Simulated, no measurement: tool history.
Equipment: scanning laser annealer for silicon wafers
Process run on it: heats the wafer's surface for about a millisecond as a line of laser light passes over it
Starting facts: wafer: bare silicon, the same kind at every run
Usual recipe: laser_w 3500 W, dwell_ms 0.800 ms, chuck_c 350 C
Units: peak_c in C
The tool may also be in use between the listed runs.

run 1 day=0.000 | laser_w=3500 dwell_ms=0.800 chuck_c=350 | peak_c=1075
run 2 day=2.642 | laser_w=3465 dwell_ms=0.800 chuck_c=350 | peak_c=1070
run 3 day=4.004 | laser_w=3500 dwell_ms=0.800 chuck_c=336 | peak_c=1059
run 4 day=6.392 | laser_w=3500 dwell_ms=0.800 chuck_c=336 | peak_c=1057
run 5 day=7.825 | laser_w=3500 dwell_ms=0.800 chuck_c=336 | peak_c=1060
run 6 day=10.108 | laser_w=3500 dwell_ms=0.800 chuck_c=322 | peak_c=1043
run 7 day=12.454 | laser_w=3500 dwell_ms=0.800 chuck_c=322 | peak_c=1040
-- day=13.854 window over the wafer cleaned
run 8 day=15.475 | laser_w=3500 dwell_ms=0.800 chuck_c=322 | peak_c=1063
run 9 day=18.042 | laser_w=3500 dwell_ms=0.800 chuck_c=322 | peak_c=1065
run 10 day=19.817 | laser_w=3563 dwell_ms=0.800 chuck_c=350 | peak_c=1106
run 11 day=21.675 | laser_w=3563 dwell_ms=0.800 chuck_c=350 | peak_c=1106
run 12 day=23.088 | laser_w=3563 dwell_ms=0.800 chuck_c=350 | peak_c=1101
run 13 day=24.533 | laser_w=3563 dwell_ms=0.800 chuck_c=350 | peak_c=1102
run 14 day=26.971 | laser_w=3563 dwell_ms=0.800 chuck_c=350 | peak_c=1100
run 15 day=28.250 | laser_w=3563 dwell_ms=0.800 chuck_c=350 | peak_c=1096
run 16 day=30.479 | laser_w=3287 dwell_ms=0.800 chuck_c=350 | peak_c=1045
run 17 day=33.446 | laser_w=3571 dwell_ms=0.930 chuck_c=350 | peak_c=1161
run 18 day=34.896 | laser_w=3491 dwell_ms=0.930 chuck_c=368 | peak_c=1160
run 19 day=37.367 | laser_w=3150 dwell_ms=0.930 chuck_c=368 | peak_c=1089
run 20 day=39.771 | laser_w=3840 dwell_ms=0.862 chuck_c=311 | peak_c=1140
run 21 day=41.300 | laser_w=3840 dwell_ms=0.862 chuck_c=311 | peak_c=1137
run 22 day=43.171 | laser_w=3500 dwell_ms=0.852 chuck_c=350 | peak_c=1105
run 23 day=44.938 | laser_w=3294 dwell_ms=0.616 chuck_c=378 | peak_c=977
run 24 day=47.196 | laser_w=3075 dwell_ms=0.800 chuck_c=350 | peak_c=994
run 25 day=49.267 | laser_w=3075 dwell_ms=0.565 chuck_c=350 | peak_c=886
run 26 day=51.742 | laser_w=3075 dwell_ms=0.565 chuck_c=350 | peak_c=884
run 27 day=53.367 | laser_w=3500 dwell_ms=0.793 chuck_c=357 | peak_c=1074
run 28 day=54.900 | laser_w=3645 dwell_ms=0.793 chuck_c=336 | peak_c=1083
run 29 day=56.354 | laser_w=3223 dwell_ms=0.793 chuck_c=326 | peak_c=991

Measured result minus the same run's result without the hidden state. Both carry the same run-to-run variation, though not necessarily the same gauge scatter:
The hidden state here: light that passes the window, % of a clean one's; laser's true power over the reading, %; width of the line over the set one, %; drift of the gauge itself on peak_c, C.
run=1 peak_c=-24
run=2 peak_c=-24
run=3 peak_c=-26
run=4 peak_c=-28
run=5 peak_c=-28
run=6 peak_c=-29
run=7 peak_c=-30
run=8 peak_c=-6
run=9 peak_c=-8
run=10 peak_c=-9
run=11 peak_c=-10
run=12 peak_c=-11
run=13 peak_c=-11
run=14 peak_c=-13
run=15 peak_c=-13
run=16 peak_c=-14
run=17 peak_c=-18
run=18 peak_c=-18
run=19 peak_c=-18
run=20 peak_c=-22
run=21 peak_c=-23
run=22 peak_c=-22
run=23 peak_c=-18
run=24 peak_c=-21
run=25 peak_c=-18
run=26 peak_c=-19
run=27 peak_c=-26
run=28 peak_c=-28
run=29 peak_c=-26
